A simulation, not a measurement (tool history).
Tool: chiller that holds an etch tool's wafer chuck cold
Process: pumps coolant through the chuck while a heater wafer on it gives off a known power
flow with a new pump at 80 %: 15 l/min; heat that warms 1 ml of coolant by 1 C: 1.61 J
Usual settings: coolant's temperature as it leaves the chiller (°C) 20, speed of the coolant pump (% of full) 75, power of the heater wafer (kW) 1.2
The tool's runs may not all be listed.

run,hour,coolant's temperature as it leaves the chiller (°C),speed of the coolant pump (% of full),power of the heater wafer (kW),chuck's temperature once it has settled (°C),how much warmer the coolant comes back (C)
1,0,20,75,1.2,30.89,3.62
2,73.2,20,75,1.2,30.86,3.71
3,242.4,20,75,1.2,30.89,3.72
4,419.8,20,75,1.2,31.05,3.68
5,526.3,20,75,1.2,31.05,3.77
6,640,20,75,1.2,31.12,3.76
7,810.1,20,75,1.2,31.2,3.82
8,887.3,12,69,1.2,23.98,4.06
9,1000.9,14,75,1.2,25.19,3.77
10,1154.9,20,78,1.386,32.66,4.2
11,1300.6,11,75,1.2,22.4,3.8
12,1411.3,20,63,0.611,26.48,2.33
13,1502.8,28,69,0.657,34.6,2.27
14,1627.4,28,69,0.657,34.56,2.3

Forecast each of these 4 alternatives for the next run:
A,1737.6,12,74,0.716,?,?
B,1737.6,14,95,1.2,?,?
C,1737.6,14,89,1.307,?,?
D,1737.6,17,70,1.439,?,?

run,chuck's temperature once it has settled (°C),how much warmer the coolant comes back (C)
A,18.77,2.35
B,23.38,3.05
C,24.99,3.59
D,31.53,5.03
Without the tool's hidden state the same runs would have given:
run,chuck's temperature once it has settled (°C),how much warmer the coolant comes back (C)
A,17.66,1.92
B,21.73,2.49
C,23.06,2.93
D,28.85,4.12
